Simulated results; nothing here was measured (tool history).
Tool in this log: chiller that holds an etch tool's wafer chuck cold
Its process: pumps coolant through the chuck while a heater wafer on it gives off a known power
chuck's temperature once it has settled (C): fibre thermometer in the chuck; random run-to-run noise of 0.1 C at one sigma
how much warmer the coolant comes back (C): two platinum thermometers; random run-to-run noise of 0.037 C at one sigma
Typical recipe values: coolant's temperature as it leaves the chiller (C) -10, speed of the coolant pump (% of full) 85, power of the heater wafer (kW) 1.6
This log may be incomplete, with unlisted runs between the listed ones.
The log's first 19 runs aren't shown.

| run | hour | coolant's temperature as it leaves the chiller (C) | speed of the coolant pump (% of full) | power of the heater wafer (kW) | chuck's temperature once it has settled (C) | how much warmer the coolant comes back (C) |
|---|---|---|---|---|---|---|
|  | 2180.4 | coolant pump overhauled, once more |
| 20 | 2231 | -4 | 88 | 1.6 | 15.7 | 6.84 |
| 21 | 2329.3 | -7 | 85 | 1.07 | 6.6 | 4.7 |
| 22 | 2437.5 | -9 | 90 | 2.336 | 19.8 | 9.74 |
| 23 | 2577.1 | -8 | 90 | 0.812 | 2 | 3.39 |
| 24 | 2726.5 | -14 | 78 | 1.118 | 1.2 | 5.51 |
| 25 | 2887.4 | -14 | 78 | 1.118 | 1.3 | 5.5 |
| 26 | 2994.3 | -14 | 78 | 1.118 | 1.2 | 5.43 |
| 27 | 3085.6 | -17 | 78 | 1.599 | 5 | 7.83 |
| 28 | 3254.3 | -17 | 77 | 1.6 | 5.3 | 7.95 |
| 29 | 3414 | -17 | 77 | 1.6 | 5.3 | 8.05 |
| 30 | 3525.9 | -10 | 96 | 1.783 | 11.7 | 7.1 |
| 31 | 3598.4 | -19 | 61 | 1.256 | 1.6 | 8.11 |

Alternative continuations, all from the tool just after run 31; predict every row:
| A | 3719.1 | -10 | 99 | 2.034 | ? | ? |
| B | 3719.1 | -10 | 86 | 1.6 | ? | ? |
| C | 3719.1 | -2 | 87 | 2.374 | ? | ? |
| D | 3719.1 | -10 | 95 | 2.335 | ? | ? |
| E | 3719.1 | -10 | 85 | 1.446 | ? | ? |

| run | chuck's temperature once it has settled (C) | how much warmer the coolant comes back (C) |
|---|---|---|
| A | 14.4 | 7.86 |
| B | 11 | 7.14 |
| C | 29 | 10.55 |
| D | 18.6 | 9.4 |
| E | 9 | 6.58 |
The same runs, with their run-to-run variation unchanged, on a tool lacking any hidden condition would have given:
| run | chuck's temperature once it has settled (C) | how much warmer the coolant comes back (C) |
|---|---|---|
| A | 13 | 7.58 |
| B | 9.8 | 6.9 |
| C | 27.3 | 10.18 |
| D | 17.1 | 9.08 |
| E | 7.9 | 6.35 |

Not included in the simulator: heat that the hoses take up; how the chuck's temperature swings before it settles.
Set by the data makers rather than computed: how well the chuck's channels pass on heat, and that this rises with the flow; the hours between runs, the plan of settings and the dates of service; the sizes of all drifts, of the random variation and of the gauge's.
